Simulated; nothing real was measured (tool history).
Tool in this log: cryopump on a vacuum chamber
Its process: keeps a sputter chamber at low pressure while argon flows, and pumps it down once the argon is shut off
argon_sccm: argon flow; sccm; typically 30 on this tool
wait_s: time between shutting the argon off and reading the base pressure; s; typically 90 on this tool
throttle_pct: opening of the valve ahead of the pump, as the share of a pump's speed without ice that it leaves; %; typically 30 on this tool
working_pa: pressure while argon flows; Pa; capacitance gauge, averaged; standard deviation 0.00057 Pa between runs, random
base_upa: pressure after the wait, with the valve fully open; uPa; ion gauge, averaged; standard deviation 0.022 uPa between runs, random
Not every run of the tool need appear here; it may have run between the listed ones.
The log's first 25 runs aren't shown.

run	hour	argon_sccm	wait_s	throttle_pct	hours of work since the pump was warmed up and emptied	hours of work since the cold head was overhauled	hours of work since the chamber's fittings were tightened	working_pa	base_upa
26	1002.8	16	83	37	346	1627	1501	0.0334	1.58
27	1029.7	38	90	27	368	1650	1523	0.107	1.6
28	1069.6	56	78	24	401	1683	1557	0.175	1.69
# hour 1102.9: pump warmed up, emptied and cooled again
29	1128.5	59	23	25	21	1728	1602	0.1656	2.68
30	1171.6	59	175	30	57	1764	1637	0.1394	1.17
31	1218.5	30	152	30	96	1803	1676	0.0714	1.25
32	1276	30	152	30	144	1851	1724	0.0726	1.4
33	1311	15	32	18	173	1880	1753	0.0596	2.4
34	1358.6	19	90	43	213	1919	1793	0.0334	1.63
35	1383.9	19	90	43	234	1940	1814	0.0329	1.66

Predict each of these 3 candidate next runs independently; none follows another, all start after run 35:
# hour 1404.3: leaking fittings of the chamber tightened, without venting
A	1437.1	41	24	43	276	1983	27	?	?
# hour 1404.3: leaking fittings of the chamber tightened, without venting
B	1437.1	30	24	30	276	1983	27	?	?
# hour 1404.3: leaking fittings of the chamber tightened, without venting
C	1437.1	19	85	43	276	1983	27	?	?

run	working_pa	base_upa
A	0.0743	1.88
B	0.0747	1.83
C	0.0335	0.68
Stripped of hidden state, with their random variation kept, the same runs would have yielded:
run	working_pa	base_upa
A	0.0674	1.82
B	0.0697	1.77
C	0.0303	0.62
